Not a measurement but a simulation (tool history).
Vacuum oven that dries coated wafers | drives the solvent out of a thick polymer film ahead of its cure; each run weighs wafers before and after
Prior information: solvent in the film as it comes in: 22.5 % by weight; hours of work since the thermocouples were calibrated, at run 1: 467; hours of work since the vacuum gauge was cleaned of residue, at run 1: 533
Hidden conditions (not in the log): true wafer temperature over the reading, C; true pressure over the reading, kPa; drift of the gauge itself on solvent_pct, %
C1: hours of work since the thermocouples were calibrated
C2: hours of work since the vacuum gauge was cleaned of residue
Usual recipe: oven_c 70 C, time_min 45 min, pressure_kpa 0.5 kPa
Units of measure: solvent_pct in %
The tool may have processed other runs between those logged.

Run 1, hour 0: usual settings; C1 467; C2 533. Result: solvent_pct 3.57 %.
Run 2, hour 25.1: usual settings; C1 481; C2 548. Result: solvent_pct 3.53 %.
Run 3, hour 44.5: usual settings; C1 492; C2 558. Result: solvent_pct 3.59 %.
Run 4, hour 64.5: usual settings; C1 503; C2 570. Result: solvent_pct 3.61 %.
Run 5, hour 96: usual settings but pressure_kpa 0.683 kPa; C1 521; C2 587. Result: solvent_pct 3.65 %.
Run 6, hour 124.2: usual settings but oven_c 75 C; C1 536; C2 603. Result: solvent_pct 1.71 %.
Run 7, hour 148: usual settings but oven_c 75 C; C1 550; C2 616. Result: solvent_pct 1.7 %.
Run 8, hour 173.4: usual settings; C1 564; C2 631. Result: solvent_pct 3.64 %.
Run 9, hour 197.2: usual settings but time_min 25 min; C1 577; C2 644. Result: solvent_pct 7.52 %.
Run 10, hour 212.6: usual settings but time_min 59 min; C1 586; C2 653. Result: solvent_pct 2.21 %.
Run 11, hour 248.3: usual settings but time_min 71 min; C1 606; C2 673. Result: solvent_pct 1.65 %.
Run 12, hour 285.2: usual settings but time_min 71 min; C1 627; C2 693. Result: solvent_pct 1.66 %.
Run 13, hour 302.6: usual settings but time_min 71 min; C1 636; C2 703. Result: solvent_pct 1.66 %.
Run 14, hour 321.2: usual settings but time_min 71 min; C1 647; C2 713. Result: solvent_pct 1.62 %.
Run 15, hour 349.2: usual settings but time_min 71 min; C1 662; C2 729. Result: solvent_pct 1.65 %.
Run 16, hour 386.5: usual settings but time_min 63 min; C1 683; C2 750. Result: solvent_pct 2.19 %.
Run 17, hour 421.2: usual settings but time_min 63 min; C1 703; C2 769. Result: solvent_pct 2.14 %.
Run 18, hour 438.7: usual settings but time_min 63 min; C1 713; C2 779. Result: solvent_pct 2.26 %.
Run 19, hour 466.1: usual settings but oven_c 69 C, pressure_kpa 0.365 kPa; C1 728; C2 795. Result: solvent_pct 4.25 %.
Run 20, hour 492.2: usual settings but oven_c 69 C, pressure_kpa 0.365 kPa; C1 743; C2 809. Result: solvent_pct 4.27 %.
Run 21, hour 508.5: usual settings but oven_c 57 C, time_min 42 min, pressure_kpa 0.734 kPa; C1 752; C2 818. Result: solvent_pct 11.48 %.
Run 22, hour 524.8: usual settings but oven_c 57 C, time_min 42 min, pressure_kpa 0.734 kPa; C1 761; C2 827. Result: solvent_pct 11.53 %.
Run 23, hour 542.8: usual settings but oven_c 60 C, time_min 30 min, pressure_kpa 0.529 kPa; C1 771; C2 838. Result: solvent_pct 11.7 %.
Run 24, hour 566.4: usual settings but time_min 56 min, pressure_kpa 0.311 kPa; C1 784; C2 851. Result: solvent_pct 2.59 %.
Run 25, hour 593.4: usual settings but time_min 56 min, pressure_kpa 0.311 kPa; C1 799; C2 866. Result: solvent_pct 2.66 %.
Run 26, hour 618: usual settings but oven_c 61 C, time_min 30 min, pressure_kpa 0.939 kPa; C1 813; C2 880. Result: solvent_pct 11.37 %.
Run 27, hour 654.1: usual settings but oven_c 77 C, time_min 28 min, pressure_kpa 1.685 kPa; C1 833; C2 900. Result: solvent_pct 3.68 %.
Run 28, hour 671.2: usual settings but oven_c 76 C, time_min 48 min, pressure_kpa 1.296 kPa; C1 843; C2 910. Result: solvent_pct 1.62 %.
Run 29, hour 692.2: usual settings but time_min 41 min, pressure_kpa 0.394 kPa; C1 855; C2 921. Result: solvent_pct 4.45 %.
Run 30, hour 729.4: usual settings but oven_c 57 C, time_min 28 min, pressure_kpa 0.332 kPa; C1 875; C2 942. Result: solvent_pct 13.33 %.
Run 31, hour 748.1: usual settings but oven_c 79 C, time_min 71 min, pressure_kpa 1.596 kPa; C1 886; C2 953. Result: solvent_pct 0.8 %.
Run 32, hour 772.2: usual settings but oven_c 79 C, time_min 71 min, pressure_kpa 1.596 kPa; C1 899; C2 966. Result: solvent_pct 0.67 %.
Run 33, hour 800.3: usual settings but oven_c 79 C, time_min 71 min, pressure_kpa 1.596 kPa; C1 915; C2 982. Result: solvent_pct 0.74 %.
Run 34, hour 822.9: usual settings but oven_c 79 C, time_min 71 min, pressure_kpa 1.596 kPa; C1 928; C2 995. Result: solvent_pct 0.72 %.
Run 35, hour 852.6: usual settings but oven_c 64 C, time_min 32 min, pressure_kpa 1.596 kPa; C1 944; C2 1011. Result: solvent_pct 9.88 %.
Run 36, hour 889.5: usual settings but oven_c 64 C, time_min 32 min, pressure_kpa 1.596 kPa; C1 965; C2 1032. Result: solvent_pct 9.81 %.

Consider 4 possible next runs. They are alternatives, not a sequence: every one starts from the tool as it was left by run 36. What does each give?
Run A, hour 914.7: usual settings but oven_c 64 C, time_min 32 min, pressure_kpa 0.427 kPa; C1 979; C2 1046. Result: solvent_pct ?.
Run B, hour 914.7: usual settings but oven_c 64 C, time_min 22 min, pressure_kpa 1.596 kPa; C1 979; C2 1046. Result: solvent_pct ?.
Run C, hour 914.7: usual settings but oven_c 60 C, time_min 24 min, pressure_kpa 0.373 kPa; C1 979; C2 1046. Result: solvent_pct ?.
Run D, hour 914.7: usual settings but oven_c 71 C, time_min 32 min, pressure_kpa 1.596 kPa; C1 979; C2 1046. Result: solvent_pct ?.

run  solvent_pct
  A         9.52
  B        11.97
  C        13.07
  D         6.12
Had the tool no hidden state, the same runs would have come out as:
run  solvent_pct
  A         8.22
  B        10.83
  C        11.99
  D         4.83
